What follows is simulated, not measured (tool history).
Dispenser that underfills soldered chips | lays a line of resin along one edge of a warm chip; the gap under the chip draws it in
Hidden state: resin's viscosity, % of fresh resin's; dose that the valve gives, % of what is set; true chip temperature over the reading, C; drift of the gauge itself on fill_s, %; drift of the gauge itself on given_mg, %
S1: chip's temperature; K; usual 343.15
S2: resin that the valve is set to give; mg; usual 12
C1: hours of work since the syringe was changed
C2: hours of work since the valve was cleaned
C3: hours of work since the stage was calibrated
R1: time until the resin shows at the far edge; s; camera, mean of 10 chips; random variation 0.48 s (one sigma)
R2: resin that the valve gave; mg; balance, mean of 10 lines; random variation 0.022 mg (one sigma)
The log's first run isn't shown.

-- hour=5.3 new syringe of resin
run 2 hour=6.3 | S1=343.15 S2=12 | C1=1 C2=39 C3=20 | R1=41 R2=11.76
run 3 hour=13 | S1=343.15 S2=12 | C1=5 C2=43 C3=24 | R1=61 R2=11.74
-- hour=16.2 dispensing valve cleaned and set on the balance
run 4 hour=18.5 | S1=343.15 S2=12 | C1=8 C2=2 C3=27 | R1=78.3 R2=11.96
-- hour=20.6 new syringe of resin
run 5 hour=24.8 | S1=343.15 S2=12.4 | C1=3 C2=6 C3=31 | R1=48.8 R2=12.36
run 6 hour=28.3 | S1=343.15 S2=12.4 | C1=5 C2=8 C3=34 | R1=62.2 R2=12.33
run 7 hour=33.4 | S1=343.15 S2=12.4 | C1=9 C2=11 C3=37 | R1=82.3 R2=12.29
-- hour=34.9 new syringe of resin
run 8 hour=38.2 | S1=343.15 S2=12.4 | C1=2 C2=15 C3=40 | R1=47.2 R2=12.28
run 9 hour=41.3 | S1=328.15 S2=12.4 | C1=4 C2=17 C3=42 | R1=110.1 R2=12.28
run 10 hour=48.3 | S1=330.15 S2=12 | C1=9 C2=21 C3=47 | R1=154.8 R2=11.82
-- hour=49.2 new syringe of resin
run 11 hour=55.3 | S1=330.15 S2=12 | C1=4 C2=26 C3=52 | R1=100.5 R2=11.84
run 12 hour=58.2 | S1=330.15 S2=14.2 | C1=6 C2=28 C3=54 | R1=112.3 R2=13.96
run 13 hour=61.1 | S1=330.15 S2=14.2 | C1=8 C2=30 C3=56 | R1=136.5 R2=13.96
-- hour=63.7 new syringe of resin
run 14 hour=67.6 | S1=330.15 S2=14.2 | C1=3 C2=34 C3=60 | R1=84.8 R2=13.96
run 15 hour=72 | S1=330.15 S2=14.2 | C1=6 C2=37 C3=63 | R1=108.1 R2=13.89
run 16 hour=76.7 | S1=343.15 S2=12 | C1=9 C2=40 C3=66 | R1=83.9 R2=11.71
-- hour=77.9 new syringe of resin
run 17 hour=80.5 | S1=343.15 S2=12 | C1=2 C2=43 C3=69 | R1=44.9 R2=11.71
-- hour=84.4 dispensing valve cleaned and set on the balance
run 18 hour=86.5 | S1=343.15 S2=12 | C1=5 C2=1 C3=72 | R1=59.9 R2=11.98
run 19 hour=91.8 | S1=343.15 S2=14.7 | C1=9 C2=5 C3=76 | R1=80.5 R2=14.68

The next listed run, before its measurement:
-- hour=93.2 new syringe of resin
run 20 hour=97.4 | S1=334.15 S2=15 | C1=3 C2=9 C3=79 | R1=? R2=?

{"run 20": {"R1": 71, "R2": 14.98}}
Without the tool's hidden state the same run would have given R1 54.3 s, R2 15.04 mg.
